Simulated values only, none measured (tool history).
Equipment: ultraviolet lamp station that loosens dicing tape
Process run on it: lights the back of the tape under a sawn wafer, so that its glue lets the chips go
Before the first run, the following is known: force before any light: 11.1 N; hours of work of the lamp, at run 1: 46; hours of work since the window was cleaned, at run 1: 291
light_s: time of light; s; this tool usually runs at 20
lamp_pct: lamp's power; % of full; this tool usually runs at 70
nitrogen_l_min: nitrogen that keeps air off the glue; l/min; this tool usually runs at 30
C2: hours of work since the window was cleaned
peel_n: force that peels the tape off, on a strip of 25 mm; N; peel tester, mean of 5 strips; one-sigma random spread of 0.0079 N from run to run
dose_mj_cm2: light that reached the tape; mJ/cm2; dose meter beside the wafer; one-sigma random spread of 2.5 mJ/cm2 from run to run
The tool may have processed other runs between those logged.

Run 1, hour 0: usual settings; hours of work of the lamp 46; C2 291. Result: peel_n 0.394 N, dose_mj_cm2 291 mJ/cm2.
Run 2, hour 26.9: usual settings but light_s 11 s; hours of work of the lamp 62; C2 307. Result: peel_n 1.688 N, dose_mj_cm2 161 mJ/cm2.
Run 3, hour 43.2: usual settings but light_s 11 s; hours of work of the lamp 72; C2 317. Result: peel_n 1.694 N, dose_mj_cm2 158 mJ/cm2.
Run 4, hour 75.1: usual settings but light_s 11 s; hours of work of the lamp 91; C2 336. Result: peel_n 1.701 N, dose_mj_cm2 157 mJ/cm2.
At hour 96.8: window cleaned of glue's vapour.
Run 5, hour 107.5: usual settings but light_s 11 s; hours of work of the lamp 111; C2 6. Result: peel_n 1.503 N, dose_mj_cm2 168 mJ/cm2.
Run 6, hour 131.3: usual settings but lamp_pct 74 % of full; hours of work of the lamp 125; C2 21. Result: peel_n 0.299 N, dose_mj_cm2 319 mJ/cm2.
Run 7, hour 161.1: usual settings but lamp_pct 74 % of full; hours of work of the lamp 143; C2 39. Result: peel_n 0.31 N, dose_mj_cm2 313 mJ/cm2.
Run 8, hour 189.2: usual settings but lamp_pct 74 % of full; hours of work of the lamp 160; C2 56. Result: peel_n 0.311 N, dose_mj_cm2 309 mJ/cm2.
Run 9, hour 222: usual settings but light_s 30 s, lamp_pct 83 % of full, nitrogen_l_min 58 l/min; hours of work of the lamp 180; C2 76. Result: peel_n 0.085 N, dose_mj_cm2 522 mJ/cm2.
Run 10, hour 249.9: usual settings but light_s 27 s, lamp_pct 82 % of full, nitrogen_l_min 58 l/min; hours of work of the lamp 197; C2 92. Result: peel_n 0.095 N, dose_mj_cm2 456 mJ/cm2.

Below, some changes in peel_n between adjacent runs. For each, the amount present without the hidden state too (settings, incoming material, random variation) and the amount remaining for the hidden state with gauge scatter not shared by both compared results:
The hidden state here: lamp's light, % of a new lamp's; light that the window lets through, % of a clean one's; drift of the gauge itself on peel_n, %; drift of the gauge itself on dose_mj_cm2, %.
Run 1 -> 2: light_s 20 -> 11. peel_n +1.294 N: hidden state +0.19, all else +1.104.
